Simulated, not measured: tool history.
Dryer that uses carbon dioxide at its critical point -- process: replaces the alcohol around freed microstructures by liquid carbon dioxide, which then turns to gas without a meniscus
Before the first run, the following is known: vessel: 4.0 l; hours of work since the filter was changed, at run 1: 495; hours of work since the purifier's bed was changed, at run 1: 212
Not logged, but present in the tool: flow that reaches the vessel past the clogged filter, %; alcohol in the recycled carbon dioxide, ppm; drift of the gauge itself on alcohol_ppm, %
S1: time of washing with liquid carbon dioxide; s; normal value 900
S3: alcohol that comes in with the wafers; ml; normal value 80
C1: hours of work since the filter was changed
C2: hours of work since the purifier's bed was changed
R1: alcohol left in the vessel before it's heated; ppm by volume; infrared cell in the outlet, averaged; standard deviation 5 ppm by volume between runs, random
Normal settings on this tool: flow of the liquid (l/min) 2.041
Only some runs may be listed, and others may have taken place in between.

Run 1, hour 0: usual settings; C1 495; C2 212. Result: R1 50 ppm by volume.
Run 2, hour 11.9: usual settings; C1 499; C2 215. Result: R1 56 ppm by volume.
Run 3, hour 27.2: usual settings; C1 504; C2 220. Result: R1 50 ppm by volume.
Run 4, hour 53.8: usual settings; C1 512; C2 229. Result: R1 62 ppm by volume.
Run 5, hour 75.9: usual settings; C1 519; C2 236. Result: R1 59 ppm by volume.
Run 6, hour 96.8: usual settings but flow of the liquid (l/min) 1.49; C1 526; C2 242. Result: R1 249 ppm by volume.
Run 7, hour 118.7: usual settings but flow of the liquid (l/min) 1.26; C1 533; C2 249. Result: R1 498 ppm by volume.
Run 8, hour 131.4: usual settings but flow of the liquid (l/min) 1.26; C1 537; C2 253. Result: R1 515 ppm by volume.
At hour 137.9: inlet filter changed.
Run 9, hour 154.1: usual settings; C1 5; C2 260. Result: R1 36 ppm by volume.
Run 10, hour 178.2: usual settings; C1 13; C2 268. Result: R1 40 ppm by volume.
Run 11, hour 199.2: usual settings; C1 19; C2 274. Result: R1 35 ppm by volume.
Run 12, hour 220.6: usual settings; C1 26; C2 281. Result: R1 35 ppm by volume.
Run 13, hour 232.1: usual settings but S1 660 s; C1 30; C2 285. Result: R1 113 ppm by volume.
Run 14, hour 252: usual settings but S1 660 s; C1 36; C2 291. Result: R1 108 ppm by volume.
Run 15, hour 268: usual settings but S1 660 s; C1 41; C2 296. Result: R1 116 ppm by volume.
Run 16, hour 280.7: usual settings but S1 660 s; C1 45; C2 300. Result: R1 104 ppm by volume.
Run 17, hour 295.5: usual settings but S1 660 s; C1 50; C2 305. Result: R1 109 ppm by volume.
Run 18, hour 309.7: usual settings; C1 54; C2 309. Result: R1 41 ppm by volume.
Run 19, hour 320.5: usual settings; C1 58; C2 313. Result: R1 45 ppm by volume.
Run 20, hour 343.7: usual settings; C1 65; C2 320. Result: R1 40 ppm by volume.
Run 21, hour 360.3: usual settings; C1 70; C2 325. Result: R1 48 ppm by volume.
Run 22, hour 374: usual settings; C1 75; C2 329. Result: R1 42 ppm by volume.
Run 23, hour 394.5: usual settings; C1 81; C2 336. Result: R1 38 ppm by volume.
Run 24, hour 407.2: usual settings; C1 85; C2 340. Result: R1 44 ppm by volume.
Run 25, hour 424.9: usual settings; C1 91; C2 346. Result: R1 44 ppm by volume.
Run 26, hour 441.6: usual settings but S1 660 s, S3 21 ml; C1 96; C2 351. Result: R1 52 ppm by volume.
Run 27, hour 467.2: usual settings but S1 780 s, flow of the liquid (l/min) 1.94, S3 22 ml; C1 104; C2 359. Result: R1 57 ppm by volume.
Run 28, hour 491.7: usual settings but S1 780 s, flow of the liquid (l/min) 1.94, S3 22 ml; C1 112; C2 367. Result: R1 44 ppm by volume.
Run 29, hour 512.1: usual settings but S1 960 s, flow of the liquid (l/min) 2.12, S3 107 ml; C1 118; C2 373. Result: R1 37 ppm by volume.
Run 30, hour 527.6: usual settings but S1 960 s, flow of the liquid (l/min) 2.12, S3 107 ml; C1 123; C2 378. Result: R1 43 ppm by volume.
Run 31, hour 551: usual settings but S1 1020 s, flow of the liquid (l/min) 3.27; C1 131; C2 385. Result: R1 43 ppm by volume.
Run 32, hour 568.4: usual settings but S1 1020 s, flow of the liquid (l/min) 3.27; C1 136; C2 391. Result: R1 46 ppm by volume.
Run 33, hour 582.5: usual settings but S1 1020 s, S3 44 ml; C1 141; C2 395. Result: R1 47 ppm by volume.
Run 34, hour 605.6: usual settings but S1 1020 s, S3 44 ml; C1 148; C2 403. Result: R1 35 ppm by volume.
Run 35, hour 630.8: usual settings but S1 1020 s, flow of the liquid (l/min) 2.11, S3 59 ml; C1 156; C2 411. Result: R1 38 ppm by volume.
Run 36, hour 648.7: usual settings but flow of the liquid (l/min) 1.53, S3 31 ml; C1 161; C2 416. Result: R1 77 ppm by volume.
Run 37, hour 668.9: usual settings but S1 780 s, flow of the liquid (l/min) 2.05, S3 91 ml; C1 168; C2 423. Result: R1 80 ppm by volume.
Run 38, hour 692.9: usual settings but flow of the liquid (l/min) 3.42, S3 41 ml; C1 175; C2 430. Result: R1 41 ppm by volume.
Run 39, hour 717.4: usual settings but S1 1440 s, flow of the liquid (l/min) 1.67, S3 68 ml; C1 183; C2 438. Result: R1 45 ppm by volume.
Run 40, hour 730.2: usual settings but S1 1440 s, flow of the liquid (l/min) 1.67, S3 109 ml; C1 187; C2 442. Result: R1 36 ppm by volume.
Run 41, hour 754.2: usual settings but flow of the liquid (l/min) 2.38; C1 195; C2 450. Result: R1 48 ppm by volume.
Run 42, hour 773.1: usual settings but flow of the liquid (l/min) 2.38; C1 201; C2 456. Result: R1 46 ppm by volume.
Run 43, hour 787.3: usual settings but flow of the liquid (l/min) 2.38; C1 205; C2 460. Result: R1 50 ppm by volume.
Run 44, hour 801.1: usual settings but flow of the liquid (l/min) 2.38; C1 210; C2 464. Result: R1 50 ppm by volume.
Run 45, hour 825.2: usual settings but flow of the liquid (l/min) 2.38, S3 97 ml; C1 217; C2 472. Result: R1 54 ppm by volume.
Run 46, hour 837.3: usual settings but flow of the liquid (l/min) 2.38, S3 97 ml; C1 221; C2 476. Result: R1 51 ppm by volume.
Run 47, hour 849.1: usual settings but flow of the liquid (l/min) 2.07, S3 20 ml; C1 225; C2 480. Result: R1 44 ppm by volume.

Hidden state or all else? Some run-to-run changes of R1, split into what the settings, what came in and random variation would give without the hidden state, and what is left for the hidden state (with any gauge scatter that isn't in both results):
Run 5 -> 6: flow of the liquid (l/min) 2.041 -> 1.49. R1 +190 ppm by volume: hidden state +109, all else +81.
Run 6 -> 7: flow of the liquid (l/min) 1.49 -> 1.26. R1 +249 ppm by volume: hidden state +125, all else +124.
Run 8 -> 9: flow of the liquid (l/min) 1.26 -> 2.041, inlet filter changed. R1 -479 ppm by volume: hidden state -266, all else -213.
